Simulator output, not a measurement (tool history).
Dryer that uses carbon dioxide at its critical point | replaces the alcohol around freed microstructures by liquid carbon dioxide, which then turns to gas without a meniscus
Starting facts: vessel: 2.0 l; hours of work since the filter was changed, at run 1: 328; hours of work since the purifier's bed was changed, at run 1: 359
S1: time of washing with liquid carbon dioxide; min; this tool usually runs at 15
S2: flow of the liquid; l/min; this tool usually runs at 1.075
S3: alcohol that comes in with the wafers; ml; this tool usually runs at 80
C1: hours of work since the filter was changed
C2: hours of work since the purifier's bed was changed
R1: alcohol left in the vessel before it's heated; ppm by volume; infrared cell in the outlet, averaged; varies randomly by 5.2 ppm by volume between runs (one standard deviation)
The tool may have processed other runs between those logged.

{"run": 1, "hour": 0.0, "S1": 15, "S2": 1.075, "S3": 80, "C1": 328, "C2": 359, "R1": 215}
{"run": 2, "hour": 33.3, "S1": 15, "S2": 1.075, "S3": 80, "C1": 342, "C2": 374, "R1": 223}
{"run": 3, "hour": 82.3, "S1": 15, "S2": 1.075, "S3": 80, "C1": 362, "C2": 394, "R1": 213}
{"run": 4, "hour": 119.8, "S1": 15, "S2": 1.075, "S3": 80, "C1": 378, "C2": 410, "R1": 227}
{"run": 5, "hour": 155.5, "S1": 15, "S2": 1.075, "S3": 80, "C1": 393, "C2": 425, "R1": 233}
{"run": 6, "hour": 201.4, "S1": 11, "S2": 1.075, "S3": 80, "C1": 413, "C2": 445, "R1": 706}
{"run": 7, "hour": 247.6, "S1": 11, "S2": 1.075, "S3": 80, "C1": 432, "C2": 464, "R1": 704}
{"run": 8, "hour": 308.9, "S1": 11, "S2": 1.075, "S3": 80, "C1": 458, "C2": 490, "R1": 761}
{"run": 9, "hour": 370.0, "S1": 15, "S2": 1.075, "S3": 90, "C1": 484, "C2": 516, "R1": 292}
{"run": 10, "hour": 420.7, "S1": 15, "S2": 1.075, "S3": 90, "C1": 505, "C2": 537, "R1": 302}
{"run": 11, "hour": 482.6, "S1": 15, "S2": 0.93, "S3": 80, "C1": 532, "C2": 563, "R1": 470}
{"run": 12, "hour": 536.2, "S1": 16, "S2": 0.93, "S3": 80, "C1": 554, "C2": 586, "R1": 384}
{"hour": 589.6, "done": "inlet filter changed"}
{"run": 13, "hour": 597.6, "S1": 16, "S2": 0.93, "S3": 80, "C1": 3, "C2": 612, "R1": 282}
{"run": 14, "hour": 637.8, "S1": 16, "S2": 0.93, "S3": 80, "C1": 20, "C2": 629, "R1": 295}
{"run": 15, "hour": 693.3, "S1": 16, "S2": 0.93, "S3": 80, "C1": 44, "C2": 652, "R1": 311}
{"run": 16, "hour": 751.7, "S1": 9, "S2": 0.93, "S3": 80, "C1": 69, "C2": 677, "R1": 1875}
{"run": 17, "hour": 793.3, "S1": 9, "S2": 0.67, "S3": 80, "C1": 86, "C2": 694, "R1": 4517}
{"run": 18, "hour": 852.7, "S1": 15, "S2": 1.075, "S3": 35, "C1": 111, "C2": 719, "R1": 229}
{"run": 19, "hour": 913.2, "S1": 15, "S2": 1.075, "S3": 23, "C1": 137, "C2": 745, "R1": 224}
{"run": 20, "hour": 944.2, "S1": 15, "S2": 1.075, "S3": 35, "C1": 150, "C2": 758, "R1": 240}
{"run": 21, "hour": 989.2, "S1": 15, "S2": 1.075, "S3": 35, "C1": 169, "C2": 777, "R1": 247}
{"run": 22, "hour": 1031.1, "S1": 15, "S2": 1.075, "S3": 35, "C1": 187, "C2": 795, "R1": 238}
{"run": 23, "hour": 1082.3, "S1": 15, "S2": 1.075, "S3": 35, "C1": 208, "C2": 816, "R1": 265}
{"run": 24, "hour": 1127.8, "S1": 15, "S2": 1.075, "S3": 24, "C1": 227, "C2": 836, "R1": 256}
{"run": 25, "hour": 1184.1, "S1": 15, "S2": 1.075, "S3": 24, "C1": 251, "C2": 859, "R1": 254}
{"run": 26, "hour": 1216.1, "S1": 15, "S2": 0.7, "S3": 33, "C1": 265, "C2": 873, "R1": 589}
{"run": 27, "hour": 1265.5, "S1": 17, "S2": 1.4, "S3": 51, "C1": 286, "C2": 894, "R1": 234}
{"run": 28, "hour": 1296.2, "S1": 17, "S2": 1.6, "S3": 32, "C1": 299, "C2": 907, "R1": 235}
{"run": 29, "hour": 1338.6, "S1": 12, "S2": 0.7, "S3": 80, "C1": 317, "C2": 925, "R1": 2270}
{"run": 30, "hour": 1396.9, "S1": 10, "S2": 0.96, "S3": 79, "C1": 341, "C2": 949, "R1": 1447}
{"run": 31, "hour": 1458.6, "S1": 19, "S2": 1.68, "S3": 28, "C1": 367, "C2": 976, "R1": 258}
{"run": 32, "hour": 1493.4, "S1": 9, "S2": 1.075, "S3": 31, "C1": 382, "C2": 990, "R1": 704}
{"run": 33, "hour": 1548.1, "S1": 9, "S2": 1.28, "S3": 35, "C1": 405, "C2": 1013, "R1": 537}
{"run": 34, "hour": 1603.5, "S1": 9, "S2": 1.28, "S3": 35, "C1": 429, "C2": 1037, "R1": 545}
{"run": 35, "hour": 1664.9, "S1": 9, "S2": 1.28, "S3": 35, "C1": 454, "C2": 1063, "R1": 548}
{"run": 36, "hour": 1714.4, "S1": 15, "S2": 0.74, "S3": 48, "C1": 475, "C2": 1084, "R1": 788}
{"run": 37, "hour": 1749.8, "S1": 15, "S2": 0.77, "S3": 22, "C1": 490, "C2": 1099, "R1": 491}
{"run": 38, "hour": 1777.1, "S1": 15, "S2": 0.77, "S3": 22, "C1": 502, "C2": 1110, "R1": 491}
{"run": 39, "hour": 1834.0, "S1": 15, "S2": 1.075, "S3": 58, "C1": 526, "C2": 1134, "R1": 397}
{"hour": 1886.2, "done": "purifier's bed changed"}
{"run": 40, "hour": 1886.2, "S1": 15, "S2": 1.075, "S3": 58, "C1": 547, "C2": 0, "R1": 111}
{"run": 41, "hour": 1947.6, "S1": 19, "S2": 0.72, "S3": 116, "C1": 573, "C2": 26, "R1": 554}
{"hour": 1956.7, "done": "inlet filter changed"}
{"run": 42, "hour": 1980.8, "S1": 19, "S2": 0.72, "S3": 116, "C1": 10, "C2": 40, "R1": 362}
{"run": 43, "hour": 2033.3, "S1": 19, "S2": 0.72, "S3": 116, "C1": 32, "C2": 62, "R1": 370}
{"run": 44, "hour": 2086.0, "S1": 12, "S2": 1.075, "S3": 53, "C1": 55, "C2": 84, "R1": 218}
{"run": 45, "hour": 2118.1, "S1": 11, "S2": 1.075, "S3": 113, "C1": 68, "C2": 98, "R1": 650}
{"run": 46, "hour": 2152.3, "S1": 11, "S2": 1.075, "S3": 113, "C1": 83, "C2": 112, "R1": 666}
{"run": 47, "hour": 2197.0, "S1": 13, "S2": 1.15, "S3": 80, "C1": 102, "C2": 131, "R1": 172}
{"run": 48, "hour": 2260.1, "S1": 13, "S2": 1.15, "S3": 80, "C1": 128, "C2": 158, "R1": 182}

Each row is a separate what-if for the run after 48, all from the same tool condition, not one after another. Results?
{"run": "A", "hour": 2319.4, "S1": 21, "S2": 1.04, "S3": 50, "C1": 153, "C2": 183, "R1": "?"}
{"run": "B", "hour": 2319.4, "S1": 11, "S2": 0.78, "S3": 101, "C1": 153, "C2": 183, "R1": "?"}
{"run": "C", "hour": 2319.4, "S1": 12, "S2": 1.15, "S3": 27, "C1": 153, "C2": 183, "R1": "?"}

run=A R1=60
run=B R1=2174
run=C R1=119
Without the tool's hidden state the same runs would have given:
run=A R1=10
run=B R1=1950
run=C R1=62
